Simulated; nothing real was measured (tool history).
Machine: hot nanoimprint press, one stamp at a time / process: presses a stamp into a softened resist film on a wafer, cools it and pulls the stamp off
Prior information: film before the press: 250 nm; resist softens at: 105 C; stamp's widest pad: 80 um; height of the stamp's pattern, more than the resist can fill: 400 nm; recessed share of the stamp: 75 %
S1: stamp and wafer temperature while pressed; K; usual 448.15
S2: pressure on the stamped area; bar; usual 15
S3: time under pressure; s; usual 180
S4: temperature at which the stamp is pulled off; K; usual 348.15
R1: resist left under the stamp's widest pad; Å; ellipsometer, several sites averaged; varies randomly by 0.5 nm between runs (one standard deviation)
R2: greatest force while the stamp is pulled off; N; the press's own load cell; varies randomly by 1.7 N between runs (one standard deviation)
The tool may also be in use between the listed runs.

run	hour	S1	S2	S3	S4	R1	R2
1	0	448.15	15	180	348.15	1218	234
2	5.3	448.15	15	180	348.15	1219	235
3	12.4	448.15	15	180	348.15	1220	231
4	17.6	448.15	15	180	348.15	1216	234
5	26.4	457.15	15	180	348.15	791	233
6	35.6	457.15	15	180	348.15	795	230
7	40.5	448.15	15	180	350.15	1228	220
8	45.4	448.15	15	180	350.15	1231	222
9	50.6	448.15	15	180	350.15	1223	219
# hour 57.9: stamp cleaned and given a new release coat
10	66.2	448.15	15	180	350.15	1229	221
11	70.8	448.15	15	180	350.15	1236	219
12	78.7	448.15	15	180	350.15	1232	217
13	84.7	448.15	12.7	180	350.15	1335	218
14	94.1	448.15	20.3	180	355.15	1073	188
15	100.9	448.15	20.3	180	355.15	1078	190
16	106.6	440.15	20.3	320	355.15	1328	187
17	111.9	438.15	23.8	320	354.15	1390	193
18	121	448.15	19.9	180	350.15	1089	220
19	128	439.15	11.3	157	350.15	2050	219
# hour 134.3: gauge calibrated
20	135.3	439.15	12.5	157	350.15	1936	218
21	139.1	439.15	12.5	157	350.15	1936	220
22	144.8	439.15	12.5	157	350.15	1947	219
23	152.7	453.15	12.3	191	339.15	1031	291

Predict each of these 5 candidate next runs independently; none follows another, all start after run 23:
A	156.6	439.15	12.3	354	339.15	?	?
B	156.6	453.15	9.4	191	339.15	?	?
C	156.6	453.15	16.3	172	343.15	?	?
D	156.6	438.15	15	180	350.15	?	?
E	156.6	448.15	12.5	180	348.15	?	?

run	R1	R2
A	1618	290
B	1168	288
C	934	266
D	1863	219
E	1325	230
With no hidden state in the tool, these same runs would have given:
run	R1	R2
A	1609	289
B	1161	287
C	929	266
D	1853	218
E	1318	229
